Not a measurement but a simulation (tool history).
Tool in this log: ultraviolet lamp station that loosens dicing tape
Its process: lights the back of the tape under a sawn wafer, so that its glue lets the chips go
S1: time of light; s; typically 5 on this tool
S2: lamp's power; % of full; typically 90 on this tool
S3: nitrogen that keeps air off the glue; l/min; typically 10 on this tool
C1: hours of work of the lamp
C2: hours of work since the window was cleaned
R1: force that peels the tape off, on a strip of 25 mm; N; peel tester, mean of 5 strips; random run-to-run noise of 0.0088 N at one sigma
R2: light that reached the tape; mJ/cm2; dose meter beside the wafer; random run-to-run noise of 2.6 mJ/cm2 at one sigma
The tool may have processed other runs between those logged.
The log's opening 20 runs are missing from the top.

| run | hour | S1 | S2 | S3 | C1 | C2 | R1 | R2 |
|---|---|---|---|---|---|---|---|---|
| 21 | 797.5 | 5 | 91 | 4 | 549 | 353 | 1.141 | 256 |
| 22 | 838.8 | 5 | 98 | 8 | 566 | 370 | 0.638 | 273 |
| 23 | 888.8 | 5 | 90 | 4 | 586 | 390 | 1.208 | 249 |
| 24 | 923.1 | 7 | 90 | 16 | 600 | 404 | 0.215 | 346 |
| 25 | 965.4 | 4 | 88 | 6 | 617 | 421 | 1.415 | 189 |
| 26 | 1015.4 | 2 | 91 | 4 | 637 | 441 | 3.163 | 97 |
| 27 | 1056.6 | 2 | 91 | 4 | 654 | 458 | 3.161 | 97 |
| 28 | 1103.7 | 2 | 91 | 3 | 673 | 477 | 3.467 | 95 |
| 29 | 1127.7 | 10 | 70 | 3 | 682 | 486 | 0.734 | 368 |

Predict the results of run 30:
| 30 | 1175.7 | 9 | 95 | 10 | 702 | 506 | ? | ? |

{"run 30": {"R1": 0.165, "R2": 443}}
If the tool had no hidden condition, the same run with the same run-to-run variation would have returned R1 0.095 N, R2 607 mJ/cm2.
